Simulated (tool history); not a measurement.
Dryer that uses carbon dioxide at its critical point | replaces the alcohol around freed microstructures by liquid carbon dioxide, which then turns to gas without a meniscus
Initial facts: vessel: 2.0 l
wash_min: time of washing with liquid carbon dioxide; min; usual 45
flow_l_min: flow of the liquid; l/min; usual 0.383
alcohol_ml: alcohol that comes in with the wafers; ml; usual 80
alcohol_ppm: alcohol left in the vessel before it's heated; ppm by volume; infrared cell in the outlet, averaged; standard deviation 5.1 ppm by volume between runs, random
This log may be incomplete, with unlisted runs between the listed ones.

{"run": 1, "day": 0.0, "wash_min": 45, "flow_l_min": 0.383, "alcohol_ml": 80, "alcohol_ppm": 221}
{"day": 1.104, "done": "inlet filter changed"}
{"run": 2, "day": 1.104, "wash_min": 45, "flow_l_min": 0.383, "alcohol_ml": 80, "alcohol_ppm": 171}
{"run": 3, "day": 2.35, "wash_min": 45, "flow_l_min": 0.383, "alcohol_ml": 80, "alcohol_ppm": 190}
{"run": 4, "day": 3.733, "wash_min": 45, "flow_l_min": 0.237, "alcohol_ml": 80, "alcohol_ppm": 940}
{"run": 5, "day": 4.725, "wash_min": 45, "flow_l_min": 0.237, "alcohol_ml": 80, "alcohol_ppm": 970}
{"run": 6, "day": 5.929, "wash_min": 45, "flow_l_min": 0.237, "alcohol_ml": 80, "alcohol_ppm": 991}
{"run": 7, "day": 6.767, "wash_min": 45, "flow_l_min": 0.383, "alcohol_ml": 80, "alcohol_ppm": 215}
{"run": 8, "day": 7.421, "wash_min": 45, "flow_l_min": 0.383, "alcohol_ml": 80, "alcohol_ppm": 201}
{"run": 9, "day": 8.671, "wash_min": 45, "flow_l_min": 0.383, "alcohol_ml": 80, "alcohol_ppm": 212}
{"run": 10, "day": 9.733, "wash_min": 45, "flow_l_min": 0.318, "alcohol_ml": 80, "alcohol_ppm": 385}
{"run": 11, "day": 10.792, "wash_min": 45, "flow_l_min": 0.318, "alcohol_ml": 80, "alcohol_ppm": 387}
{"run": 12, "day": 11.817, "wash_min": 45, "flow_l_min": 0.318, "alcohol_ml": 80, "alcohol_ppm": 384}
{"run": 13, "day": 13.204, "wash_min": 45, "flow_l_min": 0.318, "alcohol_ml": 80, "alcohol_ppm": 405}
{"run": 14, "day": 14.596, "wash_min": 45, "flow_l_min": 0.318, "alcohol_ml": 80, "alcohol_ppm": 415}
{"run": 15, "day": 15.508, "wash_min": 45, "flow_l_min": 0.547, "alcohol_ml": 80, "alcohol_ppm": 168}
{"run": 16, "day": 16.421, "wash_min": 29, "flow_l_min": 0.547, "alcohol_ml": 80, "alcohol_ppm": 314}
{"run": 17, "day": 17.375, "wash_min": 45, "flow_l_min": 0.383, "alcohol_ml": 80, "alcohol_ppm": 264}
{"run": 18, "day": 18.421, "wash_min": 45, "flow_l_min": 0.383, "alcohol_ml": 80, "alcohol_ppm": 268}
{"run": 19, "day": 19.046, "wash_min": 32, "flow_l_min": 0.383, "alcohol_ml": 80, "alcohol_ppm": 726}
{"run": 20, "day": 20.267, "wash_min": 32, "flow_l_min": 0.383, "alcohol_ml": 80, "alcohol_ppm": 732}
{"run": 21, "day": 21.108, "wash_min": 32, "flow_l_min": 0.241, "alcohol_ml": 80, "alcohol_ppm": 3043}
{"run": 22, "day": 22.154, "wash_min": 32, "flow_l_min": 0.241, "alcohol_ml": 80, "alcohol_ppm": 3155}
{"day": 22.754, "done": "inlet filter changed"}
{"run": 23, "day": 23.021, "wash_min": 32, "flow_l_min": 0.241, "alcohol_ml": 80, "alcohol_ppm": 2515}
{"run": 24, "day": 24.171, "wash_min": 51, "flow_l_min": 0.641, "alcohol_ml": 74, "alcohol_ppm": 193}
{"run": 25, "day": 25.392, "wash_min": 51, "flow_l_min": 0.641, "alcohol_ml": 74, "alcohol_ppm": 193}
{"run": 26, "day": 26.158, "wash_min": 51, "flow_l_min": 0.641, "alcohol_ml": 74, "alcohol_ppm": 191}
{"run": 27, "day": 27.125, "wash_min": 36, "flow_l_min": 0.641, "alcohol_ml": 44, "alcohol_ppm": 208}
{"run": 28, "day": 28.138, "wash_min": 53, "flow_l_min": 0.47, "alcohol_ml": 110, "alcohol_ppm": 215}
{"run": 29, "day": 28.725, "wash_min": 43, "flow_l_min": 0.603, "alcohol_ml": 69, "alcohol_ppm": 217}
{"run": 30, "day": 29.754, "wash_min": 43, "flow_l_min": 0.603, "alcohol_ml": 69, "alcohol_ppm": 208}
{"run": 31, "day": 30.638, "wash_min": 43, "flow_l_min": 0.603, "alcohol_ml": 69, "alcohol_ppm": 215}
{"run": 32, "day": 32.042, "wash_min": 70, "flow_l_min": 0.259, "alcohol_ml": 24, "alcohol_ppm": 238}
{"run": 33, "day": 33.312, "wash_min": 70, "flow_l_min": 0.259, "alcohol_ml": 24, "alcohol_ppm": 244}
{"run": 34, "day": 33.892, "wash_min": 45, "flow_l_min": 0.57, "alcohol_ml": 40, "alcohol_ppm": 230}
{"run": 35, "day": 35.279, "wash_min": 45, "flow_l_min": 0.57, "alcohol_ml": 40, "alcohol_ppm": 232}
{"run": 36, "day": 36.462, "wash_min": 45, "flow_l_min": 0.57, "alcohol_ml": 40, "alcohol_ppm": 240}
{"run": 37, "day": 37.508, "wash_min": 32, "flow_l_min": 0.249, "alcohol_ml": 79, "alcohol_ppm": 2661}
{"run": 38, "day": 38.829, "wash_min": 45, "flow_l_min": 0.421, "alcohol_ml": 39, "alcohol_ppm": 266}
{"run": 39, "day": 39.629, "wash_min": 45, "flow_l_min": 0.421, "alcohol_ml": 39, "alcohol_ppm": 258}
{"run": 40, "day": 40.321, "wash_min": 28, "flow_l_min": 0.322, "alcohol_ml": 80, "alcohol_ppm": 1998}
{"run": 41, "day": 40.888, "wash_min": 29, "flow_l_min": 0.335, "alcohol_ml": 119, "alcohol_ppm": 2240}
{"run": 42, "day": 41.6, "wash_min": 38, "flow_l_min": 0.383, "alcohol_ml": 80, "alcohol_ppm": 495}
{"run": 43, "day": 42.392, "wash_min": 45, "flow_l_min": 0.428, "alcohol_ml": 45, "alcohol_ppm": 272}
{"run": 44, "day": 43.458, "wash_min": 45, "flow_l_min": 0.428, "alcohol_ml": 45, "alcohol_ppm": 289}
{"run": 45, "day": 44.025, "wash_min": 36, "flow_l_min": 0.383, "alcohol_ml": 66, "alcohol_ppm": 530}
{"day": 44.333, "done": "inlet filter changed"}
{"run": 46, "day": 44.862, "wash_min": 68, "flow_l_min": 0.266, "alcohol_ml": 60, "alcohol_ppm": 303}

Each row is a separate what-if for the run after 46, all from the same tool condition, not one after another. Results?
{"run": "A", "day": 45.492, "wash_min": 70, "flow_l_min": 0.263, "alcohol_ml": 24, "alcohol_ppm": "?"}
{"run": "B", "day": 45.492, "wash_min": 34, "flow_l_min": 0.316, "alcohol_ml": 21, "alcohol_ppm": "?"}
{"run": "C", "day": 45.492, "wash_min": 67, "flow_l_min": 0.27, "alcohol_ml": 24, "alcohol_ppm": "?"}
{"run": "D", "day": 45.492, "wash_min": 68, "flow_l_min": 0.266, "alcohol_ml": 64, "alcohol_ppm": "?"}

run=A alcohol_ppm=267
run=B alcohol_ppm=447
run=C alcohol_ppm=272
run=D alcohol_ppm=301
Had the tool no hidden state, the same runs would have come out as:
run=A alcohol_ppm=10
run=B alcohol_ppm=190
run=C alcohol_ppm=10
run=D alcohol_ppm=43
